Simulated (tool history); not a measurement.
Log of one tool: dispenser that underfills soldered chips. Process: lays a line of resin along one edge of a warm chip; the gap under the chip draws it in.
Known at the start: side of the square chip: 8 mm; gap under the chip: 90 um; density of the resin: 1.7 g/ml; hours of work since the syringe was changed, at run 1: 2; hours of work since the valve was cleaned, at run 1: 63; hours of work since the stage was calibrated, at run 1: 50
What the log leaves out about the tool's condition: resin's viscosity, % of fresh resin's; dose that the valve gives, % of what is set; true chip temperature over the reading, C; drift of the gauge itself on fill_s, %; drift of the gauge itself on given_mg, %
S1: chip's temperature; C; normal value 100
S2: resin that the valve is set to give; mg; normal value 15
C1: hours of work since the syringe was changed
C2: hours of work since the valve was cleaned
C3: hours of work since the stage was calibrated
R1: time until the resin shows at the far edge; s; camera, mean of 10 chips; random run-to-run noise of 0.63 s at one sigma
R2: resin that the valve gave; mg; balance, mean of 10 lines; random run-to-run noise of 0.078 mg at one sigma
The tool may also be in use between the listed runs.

run 1 day=0 | S1=100 S2=15 | C1=2 C2=63 C3=50 | R1=59.7 R2=14.66
run 2 day=0.208 | S1=100 S2=15 | C1=6 C2=67 C3=54 | R1=70.4 R2=14.61
-- day=0.338 new syringe of resin
run 3 day=0.488 | S1=89 S2=15 | C1=3 C2=72 C3=59 | R1=83.7 R2=14.47
run 4 day=0.712 | S1=89 S2=15 | C1=7 C2=76 C3=62 | R1=98.9 R2=14.51
-- day=0.796 new syringe of resin
run 5 day=0.946 | S1=100 S2=15 | C1=3 C2=79 C3=66 | R1=61.8 R2=14.53
run 6 day=1.142 | S1=102 S2=15 | C1=6 C2=83 C3=70 | R1=68.8 R2=14.44
-- day=1.258 new syringe of resin
run 7 day=1.375 | S1=115 S2=15 | C1=2 C2=87 C3=74 | R1=41.5 R2=14.58
run 8 day=1.604 | S1=115 S2=15 | C1=6 C2=91 C3=78 | R1=47.8 R2=14.53
-- day=1.7 new syringe of resin
run 9 day=1.971 | S1=100 S2=15 | C1=5 C2=97 C3=84 | R1=66.6 R2=14.51
-- day=2.142 new syringe of resin
run 10 day=2.183 | S1=100 S2=15 | C1=1 C2=101 C3=88 | R1=57.3 R2=14.4
run 11 day=2.379 | S1=100 S2=15 | C1=4 C2=104 C3=91 | R1=66.2 R2=14.43
-- day=2.575 new syringe of resin
run 12 day=2.575 | S1=100 S2=15 | C1=0 C2=107 C3=94 | R1=56.8 R2=14.33
run 13 day=2.746 | S1=100 S2=13.1 | C1=3 C2=110 C3=97 | R1=65.8 R2=12.48
run 14 day=2.971 | S1=100 S2=13.1 | C1=7 C2=114 C3=101 | R1=78.3 R2=12.63
-- day=3.017 new syringe of resin
run 15 day=3.158 | S1=100 S2=15.3 | C1=2 C2=117 C3=104 | R1=62 R2=14.79
-- day=3.325 dispensing valve cleaned and set on the balance
run 16 day=3.458 | S1=100 S2=15.3 | C1=7 C2=2 C3=109 | R1=72.4 R2=15.17
-- day=3.504 new syringe of resin
run 17 day=3.754 | S1=100 S2=15.3 | C1=4 C2=7 C3=114 | R1=67 R2=15.27
-- day=3.95 new syringe of resin
run 18 day=4.029 | S1=95 S2=18.5 | C1=1 C2=12 C3=118 | R1=65.6 R2=18.29
-- day=4.388 new syringe of resin
run 19 day=4.388 | S1=95 S2=18.5 | C1=0 C2=18 C3=124 | R1=63.5 R2=18.46
run 20 day=4.75 | S1=104 S2=17.5 | C1=6 C2=24 C3=131 | R1=66.9 R2=17.49
-- day=4.829 new syringe of resin
run 21 day=4.979 | S1=104 S2=17.5 | C1=3 C2=28 C3=135 | R1=54.6 R2=17.3
run 22 day=5.142 | S1=104 S2=13.3 | C1=5 C2=31 C3=137 | R1=63.9 R2=13.11
-- day=5.267 new syringe of resin
run 23 day=5.429 | S1=104 S2=13.3 | C1=3 C2=36 C3=142 | R1=57.8 R2=13.08
-- day=5.717 new syringe of resin
run 24 day=5.771 | S1=113 S2=17.9 | C1=1 C2=42 C3=148 | R1=40.8 R2=17.49

For each entry between runs, how does the tool's hidden state at the last listed run before it compare with that at the first listed run after it?
In the gap between runs 2 and 3: new syringe of resin (day 0.338)
  resin's viscosity, % of fresh resin's: 126.6 -> 110.5; dose that the valve gives, % of what is set: 97.37 -> 97.19; true chip temperature over the reading, C: -0.16 -> -0.19
  difference, measured minus the result without the unlogged condition, R1: +15.2 -> +8.6 s; R2: -0.4 -> -0.42 mg
In the gap between runs 4 and 5: new syringe of resin (day 0.796)
  resin's viscosity, % of fresh resin's: 130 -> 111.4; dose that the valve gives, % of what is set: 97.04 -> 96.9; true chip temperature over the reading, C: -0.2 -> -0.22
  difference, measured minus the result without the unlogged condition, R1: +23.7 -> +6.9 s; R2: -0.44 -> -0.46 mg
In the gap between runs 6 and 7: new syringe of resin (day 1.258)
  resin's viscosity, % of fresh resin's: 128.9 -> 109.2; dose that the valve gives, % of what is set: 96.76 -> 96.62; true chip temperature over the reading, C: -0.24 -> -0.26
  difference, measured minus the result without the unlogged condition, R1: +16 -> +3.9 s; R2: -0.48 -> -0.51 mg
In the gap between runs 8 and 9: new syringe of resin (day 1.7)
  resin's viscosity, % of fresh resin's: 129.1 -> 121.3; dose that the valve gives, % of what is set: 96.46 -> 96.25; true chip temperature over the reading, C: -0.28 -> -0.31
  difference, measured minus the result without the unlogged condition, R1: +11.2 -> +12.5 s; R2: -0.53 -> -0.57 mg
In the gap between runs 9 and 10: new syringe of resin (day 2.142)
  resin's viscosity, % of fresh resin's: 121.3 -> 103.1; dose that the valve gives, % of what is set: 96.25 -> 96.12; true chip temperature over the reading, C: -0.31 -> -0.33
  difference, measured minus the result without the unlogged condition, R1: +12.5 -> +2.6 s; R2: -0.57 -> -0.58 mg
In the gap between runs 11 and 12: new syringe of resin (day 2.575)
  resin's viscosity, % of fresh resin's: 119 -> 100.7; dose that the valve gives, % of what is set: 96 -> 95.89; true chip temperature over the reading, C: -0.35 -> -0.36
  difference, measured minus the result without the unlogged condition, R1: +11.5 -> +1.4 s; R2: -0.6 -> -0.61 mg
In the gap between runs 14 and 15: new syringe of resin (day 3.017)
  resin's viscosity, % of fresh resin's: 134.8 -> 109.5; dose that the valve gives, % of what is set: 95.66 -> 95.54; true chip temperature over the reading, C: -0.4 -> -0.41
  difference, measured minus the result without the unlogged condition, R1: +21.7 -> +6.3 s; R2: -0.57 -> -0.69 mg
In the gap between runs 15 and 16: dispensing valve cleaned and set on the balance (day 3.325)
  resin's viscosity, % of fresh resin's: 109.5 -> 132.5; dose that the valve gives, % of what is set: 95.54 -> 99.58; true chip temperature over the reading, C: -0.41 -> -0.44
  difference, measured minus the result without the unlogged condition, R1: +6.3 -> +18.4 s; R2: -0.69 -> -0.06 mg
In the gap between runs 16 and 17: new syringe of resin (day 3.504)
  resin's viscosity, % of fresh resin's: 132.5 -> 120.4; dose that the valve gives, % of what is set: 99.58 -> 99.4; true chip temperature over the reading, C: -0.44 -> -0.46
  difference, measured minus the result without the unlogged condition, R1: +18.4 -> +12.2 s; R2: -0.06 -> -0.09 mg
In the gap between runs 17 and 18: new syringe of resin (day 3.95)
  resin's viscosity, % of fresh resin's: 120.4 -> 104.5; dose that the valve gives, % of what is set: 99.4 -> 99.23; true chip temperature over the reading, C: -0.46 -> -0.49
  difference, measured minus the result without the unlogged condition, R1: +12.2 -> +3.7 s; R2: -0.09 -> -0.14 mg
In the gap between runs 18 and 19: new syringe of resin (day 4.388)
  resin's viscosity, % of fresh resin's: 104.5 -> 101.9; dose that the valve gives, % of what is set: 99.23 -> 99.01; true chip temperature over the reading, C: -0.49 -> -0.52
  difference, measured minus the result without the unlogged condition, R1: +3.7 -> +2.1 s; R2: -0.14 -> -0.19 mg
In the gap between runs 20 and 21: new syringe of resin (day 4.829)
  resin's viscosity, % of fresh resin's: 133.4 -> 110.6; dose that the valve gives, % of what is set: 98.78 -> 98.64; true chip temperature over the reading, C: -0.55 -> -0.57
  difference, measured minus the result without the unlogged condition, R1: +17.5 -> +6 s; R2: -0.22 -> -0.24 mg
In the gap between runs 22 and 23: new syringe of resin (day 5.267)
  resin's viscosity, % of fresh resin's: 124.5 -> 112.7; dose that the valve gives, % of what is set: 98.54 -> 98.36; true chip temperature over the reading, C: -0.59 -> -0.61
  difference, measured minus the result without the unlogged condition, R1: +13.7 -> +7.5 s; R2: -0.2 -> -0.22 mg
In the gap between runs 23 and 24: new syringe of resin (day 5.717)
  resin's viscosity, % of fresh resin's: 112.7 -> 104.2; dose that the valve gives, % of what is set: 98.36 -> 98.15; true chip temperature over the reading, C: -0.61 -> -0.64
  difference, measured minus the result without the unlogged condition, R1: +7.5 -> +2.3 s; R2: -0.22 -> -0.33 mg

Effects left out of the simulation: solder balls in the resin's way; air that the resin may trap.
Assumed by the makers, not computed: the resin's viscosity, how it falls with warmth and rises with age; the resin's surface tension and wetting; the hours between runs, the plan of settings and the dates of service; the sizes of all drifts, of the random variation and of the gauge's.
